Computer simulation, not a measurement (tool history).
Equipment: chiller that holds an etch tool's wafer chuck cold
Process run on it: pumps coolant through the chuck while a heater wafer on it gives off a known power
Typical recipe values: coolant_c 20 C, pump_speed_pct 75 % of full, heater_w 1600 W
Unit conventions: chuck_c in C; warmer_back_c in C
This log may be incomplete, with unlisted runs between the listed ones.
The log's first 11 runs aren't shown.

| run | hour | coolant_c | pump_speed_pct | heater_w | chuck_c | warmer_back_c |
|---|---|---|---|---|---|---|
| 12 | 317.8 | 20 | 75 | 1600 | 33.9 | 5.18 |
| 13 | 356.7 | 20 | 75 | 1600 | 34.0 | 5.16 |
| 14 | 398.4 | 20 | 75 | 1600 | 33.9 | 5.10 |
| 15 | 417.6 | 20 | 75 | 1600 | 33.9 | 5.15 |
| 16 | 439.8 | 20 | 75 | 810 | 27.4 | 2.60 |
| 17 | 475.0 | 20 | 75 | 810 | 27.2 | 2.58 |
| 18 | 503.0 | 20 | 75 | 810 | 27.5 | 2.63 |
| 19 | 534.6 | 12 | 75 | 1947 | 28.9 | 6.32 |
| 20 | 564.5 | 12 | 75 | 1947 | 28.9 | 6.23 |
| 21 | 602.8 | 10 | 98 | 2359 | 27.2 | 5.77 |
| 22 | 627.0 | 20 | 95 | 2221 | 36.6 | 5.58 |
| 23 | 647.9 | 15 | 75 | 2293 | 35.0 | 7.39 |
| 24 | 689.7 | 15 | 92 | 2293 | 32.6 | 6.01 |
| 25 | 725.1 | 21 | 92 | 1231 | 30.8 | 3.20 |
| 26 | 765.1 | 21 | 92 | 1231 | 30.9 | 3.28 |
| 27 | 792.8 | 11 | 75 | 1600 | 25.2 | 5.19 |
| 28 | 823.1 | 21 | 89 | 1459 | 32.9 | 3.99 |
| 29 | 854.8 | 21 | 89 | 1459 | 32.8 | 3.92 |
|  | 868.7 | coolant changed, channels flushed |
| 30 | 884.8 | 21 | 66 | 1459 | 33.3 | 5.38 |
| 31 | 924.4 | 14 | 66 | 2213 | 32.2 | 8.15 |
| 32 | 962.3 | 14 | 66 | 2213 | 32.2 | 8.16 |
| 33 | 986.4 | 26 | 61 | 2213 | 45.4 | 8.87 |

Predict each of these 3 candidate next runs independently; none follows another, all start after run 33:
| A | 1007.1 | 23 | 85 | 954 | ? | ? |
| B | 1007.1 | 11 | 75 | 1600 | ? | ? |
| C | 1007.1 | 26 | 69 | 846 | ? | ? |

| run | chuck_c | warmer_back_c |
|---|---|---|
| A | 30.3 | 2.75 |
| B | 23.5 | 5.20 |
| C | 33.5 | 2.97 |
Had the tool no hidden state, the same runs would have come out as:
| run | chuck_c | warmer_back_c |
|---|---|---|
| A | 29.1 | 2.70 |
| B | 22.3 | 5.10 |
| C | 32.3 | 2.92 |

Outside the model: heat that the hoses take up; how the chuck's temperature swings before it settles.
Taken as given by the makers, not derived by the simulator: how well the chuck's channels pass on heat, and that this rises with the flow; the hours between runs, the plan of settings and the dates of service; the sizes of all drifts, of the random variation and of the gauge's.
